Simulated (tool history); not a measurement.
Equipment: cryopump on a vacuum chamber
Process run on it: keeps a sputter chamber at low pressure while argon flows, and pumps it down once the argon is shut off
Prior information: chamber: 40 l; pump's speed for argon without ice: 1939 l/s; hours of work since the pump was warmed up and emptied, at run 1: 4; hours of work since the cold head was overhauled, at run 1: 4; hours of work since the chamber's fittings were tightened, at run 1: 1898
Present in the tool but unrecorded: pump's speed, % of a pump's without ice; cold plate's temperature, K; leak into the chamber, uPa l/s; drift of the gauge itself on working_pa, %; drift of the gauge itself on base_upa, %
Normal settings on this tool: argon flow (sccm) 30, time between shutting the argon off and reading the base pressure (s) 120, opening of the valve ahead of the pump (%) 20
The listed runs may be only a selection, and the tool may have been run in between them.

run	hour	argon flow (sccm)	time between shutting the argon off and reading the base pressure (s)	opening of the valve ahead of the pump (%)	hours of work since the pump was warmed up and emptied	hours of work since the cold head was overhauled	hours of work since the chamber's fittings were tightened	pressure while argon flows (Pa)	pressure after the wait (uPa)
1	0	30	120	20	4	4	1898	0.1306	0.58
2	62.4	41	120	20	48	48	1942	0.1794	0.63
3	133.7	41	120	20	99	99	1993	0.1808	0.63
4	179.6	30	120	20	132	132	2026	0.1347	0.64
5	235.7	43	120	20	171	171	2065	0.1919	0.66
6	285.4	43	120	20	207	207	2101	0.1935	0.68
7	342.5	30	120	20	247	247	2141	0.1343	0.71
8	382.2	30	120	20	275	275	2169	0.1347	0.75
9	416.1	30	120	20	299	299	2193	0.1348	0.69
10	467.1	22	120	20	335	335	2229	0.1009	0.68
11	518.4	30	120	20	372	372	2266	0.1374	0.74
12	587.1	30	120	20	421	421	2315	0.1374	0.74
13	654	30	120	20	468	468	2362	0.1395	0.77
14	688.1	30	120	20	492	492	2386	0.1404	0.83
15	761.5	30	120	20	544	544	2438	0.1416	0.77
16	833.3	30	120	26	595	595	2489	0.1114	0.84
# hour 871.3: pump warmed up, emptied and cooled again
17	886.9	30	120	26	11	630	2524	0.1012	0.67
18	952.6	40	151	29	58	676	2570	0.1217	0.71
19	1024.5	40	151	29	109	727	2621	0.1232	0.63
20	1084.6	13	35	42	151	770	2664	0.0276	1.28
21	1124.7	13	59	42	180	798	2692	0.0278	0.95
# hour 1157.9: leaking fittings of the chamber tightened, without venting
22	1161.2	30	128	20	204	823	2	0.1344	0.38
23	1198.9	24	38	23	231	850	29	0.0948	0.84
24	1235.4	48	27	20	257	875	55	0.2139	1.18
25	1302.5	15	139	56	304	923	103	0.0259	0.4
26	1356.1	15	139	56	342	961	141	0.0266	0.43
27	1407.8	39	132	20	379	998	177	0.1791	0.46
28	1466.8	30	239	20	421	1040	219	0.1381	0.34
29	1499.9	30	239	43	444	1063	243	0.0674	0.36
30	1550.6	15	40	21	480	1099	279	0.0661	0.98
31	1629.5	13	37	42	536	1155	334	0.0307	0.99

Across each entry between runs, compare the hidden state at the last listed run before it with the hidden state at the first listed run after it:
Run 16 -> run 17: pump warmed up, emptied and cooled again (hour 871.3)
  pump's speed, % of a pump's without ice: 70.1 -> 98.9; cold plate's temperature, K: 12.3 -> 12.31; leak into the chamber, uPa l/s: 845 -> 851
  difference, measured minus the result without the unlogged condition, pressure while argon flows (Pa): +0.0114 -> +0.0004; pressure after the wait (uPa): +0.46 -> +0.3
Run 21 -> run 22: leaking fittings of the chamber tightened, without venting (hour 1157.9)
  pump's speed, % of a pump's without ice: 90.6 -> 89.5; cold plate's temperature, K: 12.36 -> 12.37; leak into the chamber, uPa l/s: 885 -> 328
  difference, measured minus the result without the unlogged condition, pressure while argon flows (Pa): +0.0013 -> +0.0033; pressure after the wait (uPa): +0.35 -> +0.03
